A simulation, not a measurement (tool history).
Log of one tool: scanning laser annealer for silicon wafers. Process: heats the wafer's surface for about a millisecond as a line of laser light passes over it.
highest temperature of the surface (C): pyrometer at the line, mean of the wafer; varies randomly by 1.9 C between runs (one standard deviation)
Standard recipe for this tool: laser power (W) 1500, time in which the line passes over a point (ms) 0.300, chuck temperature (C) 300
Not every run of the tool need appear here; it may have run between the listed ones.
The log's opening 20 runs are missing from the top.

run     day  laser power (W)  time in which the line passes over a point (ms)  chuck temperature (C)  hours of work since the window was cleaned  hours of work since the power meter was calibrated  hours of work since the optics were aligned  highest temperature of the surface (C)
      7.117  -- window over the wafer cleaned, once more
 21   7.275             1566                                            0.291                    288                                           3                                                 428                                         1117                                    1120
 22   7.692             1572                                            0.300                    310                                          10                                                 435                                         1124                                    1158
 23   8.158             1554                                            0.338                    293                                          18                                                 443                                         1133                                    1180
 24   8.375             1554                                            0.338                    293                                          22                                                 447                                         1136                                    1179
 25   8.817             1545                                            0.300                    326                                          30                                                 455                                         1144                                    1155
 26   9.067             1415                                            0.296                    326                                          34                                                 459                                         1148                                    1079
 27   9.567             1415                                            0.254                    326                                          43                                                 468                                         1157                                    1024
 28   9.979             1415                                            0.254                    326                                          50                                                 475                                         1164                                    1023
 29  10.283             1500                                            0.300                    330                                          55                                                 480                                         1170                                    1134
 30  10.742             1500                                            0.300                    330                                          63                                                 488                                         1178                                    1134
 31  11.088             1500                                            0.300                    330                                          69                                                 494                                         1184                                    1133
 32  11.571             1500                                            0.300                    330                                          78                                                 503                                         1192                                    1130
 33  11.967             1500                                            0.300                    330                                          85                                                 510                                         1199                                    1131
 34  12.429             1500                                            0.300                    330                                          93                                                 518                                         1207                                    1130
 35  12.812             1500                                            0.300                    330                                         100                                                 524                                         1214                                    1129
 36  13.196             1500                                            0.300                    330                                         106                                                 531                                         1221                                    1135
 37  13.562             1581                                            0.254                    300                                         113                                                 538                                         1227                                    1073
 38  14.017             1581                                            0.254                    300                                         121                                                 546                                         1235                                    1076
 39  14.354             1327                                            0.364                    288                                         126                                                 551                                         1241                                    1062
 40  14.771             1337                                            0.260                    332                                         134                                                 559                                         1248                                     995

Consider 4 possible next runs. They are alternatives, not a sequence: every one starts from the tool as it was left by run 40. What does each give?
  A  15.125             1579                                            0.233                    300                                         140                                                 565                                         1254                                       ?
  B  15.125             1455                                            0.213                    298                                         140                                                 565                                         1254                                       ?
  C  15.125             1299                                            0.300                    271                                         140                                                 565                                         1254                                       ?
  D  15.125             1355                                            0.215                    277                                         140                                                 565                                         1254                                       ?

run  highest temperature of the surface (C)
  A                                    1045
  B                                     949
  C                                     960
  D                                     890
Take away the tool's hidden state, keep each run's random variation, and the runs would have read:
run  highest temperature of the surface (C)
  A                                    1062
  B                                     963
  C                                     976
  D                                     903

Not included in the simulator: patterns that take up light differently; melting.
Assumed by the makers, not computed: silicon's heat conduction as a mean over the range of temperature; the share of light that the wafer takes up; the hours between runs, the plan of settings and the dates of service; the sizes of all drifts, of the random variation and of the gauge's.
